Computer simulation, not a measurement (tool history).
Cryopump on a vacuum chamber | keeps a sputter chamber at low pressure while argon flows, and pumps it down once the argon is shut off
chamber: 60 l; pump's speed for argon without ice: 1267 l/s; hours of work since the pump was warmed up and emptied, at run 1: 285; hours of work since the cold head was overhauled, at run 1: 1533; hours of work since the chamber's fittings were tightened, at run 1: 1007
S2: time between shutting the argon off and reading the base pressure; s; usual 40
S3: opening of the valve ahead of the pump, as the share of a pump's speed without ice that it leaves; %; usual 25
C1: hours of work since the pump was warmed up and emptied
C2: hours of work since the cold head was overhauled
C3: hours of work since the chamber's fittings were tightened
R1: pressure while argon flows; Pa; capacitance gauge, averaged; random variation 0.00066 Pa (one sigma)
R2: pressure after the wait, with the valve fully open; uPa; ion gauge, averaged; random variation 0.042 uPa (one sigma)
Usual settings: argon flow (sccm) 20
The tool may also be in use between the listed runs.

run 1 hour=0.0 | argon_flow_(sccm)=20 S2=40 S3=25 | C1=285 C2=1533 C3=1007 | R1=0.1122 R2=3.39
run 2 hour=33.5 | argon_flow_(sccm)=20 S2=40 S3=25 | C1=304 C2=1552 C3=1026 | R1=0.1118 R2=3.46
run 3 hour=102.2 | argon_flow_(sccm)=20 S2=40 S3=25 | C1=342 C2=1590 C3=1064 | R1=0.1125 R2=3.50
-- hour=126.9 pump warmed up, emptied and cooled again
run 4 hour=180.2 | argon_flow_(sccm)=20 S2=134 S3=25 | C1=30 C2=1631 C3=1105 | R1=0.1079 R2=1.76
run 5 hour=221.0 | argon_flow_(sccm)=20 S2=285 S3=25 | C1=52 C2=1654 C3=1127 | R1=0.1080 R2=1.41
run 6 hour=286.4 | argon_flow_(sccm)=20 S2=285 S3=25 | C1=89 C2=1690 C3=1164 | R1=0.1102 R2=1.49
run 7 hour=325.6 | argon_flow_(sccm)=20 S2=40 S3=25 | C1=111 C2=1712 C3=1186 | R1=0.1095 R2=3.47
run 8 hour=393.4 | argon_flow_(sccm)=20 S2=40 S3=25 | C1=149 C2=1750 C3=1223 | R1=0.1094 R2=3.37
run 9 hour=426.6 | argon_flow_(sccm)=20 S2=40 S3=25 | C1=167 C2=1768 C3=1242 | R1=0.1092 R2=3.38
run 10 hour=487.8 | argon_flow_(sccm)=20 S2=40 S3=25 | C1=201 C2=1803 C3=1276 | R1=0.1102 R2=3.60
run 11 hour=544.2 | argon_flow_(sccm)=20 S2=40 S3=25 | C1=233 C2=1834 C3=1308 | R1=0.1108 R2=3.48
run 12 hour=596.8 | argon_flow_(sccm)=25 S2=40 S3=25 | C1=262 C2=1863 C3=1337 | R1=0.1388 R2=3.63
run 13 hour=641.3 | argon_flow_(sccm)=25 S2=40 S3=25 | C1=287 C2=1888 C3=1362 | R1=0.1396 R2=3.72
run 14 hour=693.4 | argon_flow_(sccm)=25 S2=96 S3=25 | C1=316 C2=1917 C3=1391 | R1=0.1385 R2=2.40
run 15 hour=729.1 | argon_flow_(sccm)=22 S2=40 S3=25 | C1=336 C2=1937 C3=1411 | R1=0.1236 R2=3.79
-- hour=767.4 pump warmed up, emptied and cooled again
run 16 hour=795.1 | argon_flow_(sccm)=20 S2=40 S3=25 | C1=15 C2=1971 C3=1445 | R1=0.1066 R2=3.55
run 17 hour=855.8 | argon_flow_(sccm)=37 S2=40 S3=25 | C1=49 C2=2005 C3=1479 | R1=0.1998 R2=3.55
run 18 hour=888.1 | argon_flow_(sccm)=15 S2=40 S3=23 | C1=67 C2=2023 C3=1497 | R1=0.0882 R2=3.64
run 19 hour=923.9 | argon_flow_(sccm)=15 S2=40 S3=23 | C1=87 C2=2043 C3=1517 | R1=0.0885 R2=3.65
run 20 hour=993.0 | argon_flow_(sccm)=20 S2=37 S3=25 | C1=126 C2=2082 C3=1555 | R1=0.1095 R2=3.91
run 21 hour=1051.3 | argon_flow_(sccm)=39 S2=40 S3=21 | C1=158 C2=2114 C3=1588 | R1=0.2559 R2=3.73
run 22 hour=1091.7 | argon_flow_(sccm)=8 S2=40 S3=53 | C1=181 C2=2137 C3=1610 | R1=0.0210 R2=3.81
run 23 hour=1148.2 | argon_flow_(sccm)=35 S2=40 S3=29 | C1=212 C2=2168 C3=1642 | R1=0.1677 R2=3.90
run 24 hour=1211.1 | argon_flow_(sccm)=16 S2=250 S3=25 | C1=248 C2=2203 C3=1677 | R1=0.0877 R2=1.97
run 25 hour=1268.8 | argon_flow_(sccm)=16 S2=73 S3=53 | C1=280 C2=2235 C3=1709 | R1=0.0433 R2=2.93
run 26 hour=1334.6 | argon_flow_(sccm)=16 S2=73 S3=53 | C1=316 C2=2272 C3=1746 | R1=0.0437 R2=2.94
run 27 hour=1368.4 | argon_flow_(sccm)=16 S2=73 S3=53 | C1=335 C2=2291 C3=1765 | R1=0.0440 R2=3.00
-- hour=1405.4 pump warmed up, emptied and cooled again
run 28 hour=1446.7 | argon_flow_(sccm)=27 S2=201 S3=31 | C1=23 C2=2332 C3=1806 | R1=0.1183 R2=2.03
run 29 hour=1489.9 | argon_flow_(sccm)=27 S2=201 S3=31 | C1=47 C2=2356 C3=1830 | R1=0.1182 R2=2.10
run 30 hour=1560.1 | argon_flow_(sccm)=27 S2=201 S3=31 | C1=86 C2=2395 C3=1869 | R1=0.1173 R2=2.05
run 31 hour=1622.6 | argon_flow_(sccm)=27 S2=201 S3=31 | C1=121 C2=2430 C3=1904 | R1=0.1191 R2=2.20
run 32 hour=1655.2 | argon_flow_(sccm)=11 S2=201 S3=15 | C1=139 C2=2448 C3=1922 | R1=0.0995 R2=2.18
run 33 hour=1697.3 | argon_flow_(sccm)=30 S2=136 S3=29 | C1=163 C2=2472 C3=1945 | R1=0.1420 R2=2.45
run 34 hour=1765.7 | argon_flow_(sccm)=30 S2=136 S3=29 | C1=201 C2=2510 C3=1983 | R1=0.1437 R2=2.51

The same runs without the tool's hidden state, with the same run-to-run variation:
The hidden state here: pump's speed, % of a pump's without ice; cold plate's temperature, K; leak into the chamber, uPa l/s; drift of the gauge itself on working_pa, %; drift of the gauge itself on base_upa, %.
run=1 R1=0.1076 R2=2.47
run=2 R1=0.1069 R2=2.52
run=3 R1=0.1069 R2=2.51
run=4 R1=0.1070 R2=0.91
run=5 R1=0.1068 R2=0.54
run=6 R1=0.1085 R2=0.57
run=7 R1=0.1075 R2=2.51
run=8 R1=0.1069 R2=2.40
run=9 R1=0.1064 R2=2.39
run=10 R1=0.1069 R2=2.52
run=11 R1=0.1071 R2=2.40
run=12 R1=0.1336 R2=2.48
run=13 R1=0.1340 R2=2.51
run=14 R1=0.1324 R2=1.16
run=15 R1=0.1178 R2=2.50
run=16 R1=0.1057 R2=2.46
run=17 R1=0.1974 R2=2.44
run=18 R1=0.0870 R2=2.48
run=19 R1=0.0871 R2=2.47
run=20 R1=0.1072 R2=2.67
run=21 R1=0.2505 R2=2.46
run=22 R1=0.0198 R2=2.49
run=23 R1=0.1615 R2=2.53
run=24 R1=0.0845 R2=0.58
run=25 R1=0.0397 R2=1.48
run=26 R1=0.0396 R2=1.47
run=27 R1=0.0396 R2=1.45
run=28 R1=0.1169 R2=0.70
run=29 R1=0.1164 R2=0.72
run=30 R1=0.1148 R2=0.64
run=31 R1=0.1160 R2=0.70
run=32 R1=0.0981 R2=0.67
run=33 R1=0.1377 R2=0.90
run=34 R1=0.1386 R2=0.90
